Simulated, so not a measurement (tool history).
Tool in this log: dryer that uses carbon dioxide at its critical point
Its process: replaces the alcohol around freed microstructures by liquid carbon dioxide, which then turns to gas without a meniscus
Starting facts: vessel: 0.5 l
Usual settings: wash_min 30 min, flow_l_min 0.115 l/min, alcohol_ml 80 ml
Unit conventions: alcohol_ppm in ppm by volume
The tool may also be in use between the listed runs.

{"run": 1, "hour": 0.0, "wash_min": 30, "flow_l_min": 0.115, "alcohol_ml": 80, "alcohol_ppm": 1295}
{"run": 2, "hour": 8.0, "wash_min": 30, "flow_l_min": 0.115, "alcohol_ml": 80, "alcohol_ppm": 1389}
{"run": 3, "hour": 15.3, "wash_min": 30, "flow_l_min": 0.115, "alcohol_ml": 80, "alcohol_ppm": 1366}
{"run": 4, "hour": 23.9, "wash_min": 30, "flow_l_min": 0.115, "alcohol_ml": 80, "alcohol_ppm": 1386}
{"run": 5, "hour": 31.3, "wash_min": 30, "flow_l_min": 0.115, "alcohol_ml": 80, "alcohol_ppm": 1415}
{"run": 6, "hour": 37.8, "wash_min": 30, "flow_l_min": 0.115, "alcohol_ml": 80, "alcohol_ppm": 1499}
{"run": 7, "hour": 44.7, "wash_min": 30, "flow_l_min": 0.193, "alcohol_ml": 80, "alcohol_ppm": 93}
{"run": 8, "hour": 51.3, "wash_min": 30, "flow_l_min": 0.193, "alcohol_ml": 80, "alcohol_ppm": 81}
{"run": 9, "hour": 55.4, "wash_min": 30, "flow_l_min": 0.193, "alcohol_ml": 80, "alcohol_ppm": 97}
{"run": 10, "hour": 60.1, "wash_min": 30, "flow_l_min": 0.115, "alcohol_ml": 80, "alcohol_ppm": 1579}

Expected results for the next run?
{"run": 11, "hour": 66.2, "wash_min": 47, "flow_l_min": 0.19, "alcohol_ml": 74, "alcohol_ppm": "?"}

Run 11 produced alcohol_ppm 8 ppm by volume.
On a tool with no hidden condition, and with the same random variation, this run would have come out at alcohol_ppm 3 ppm by volume.
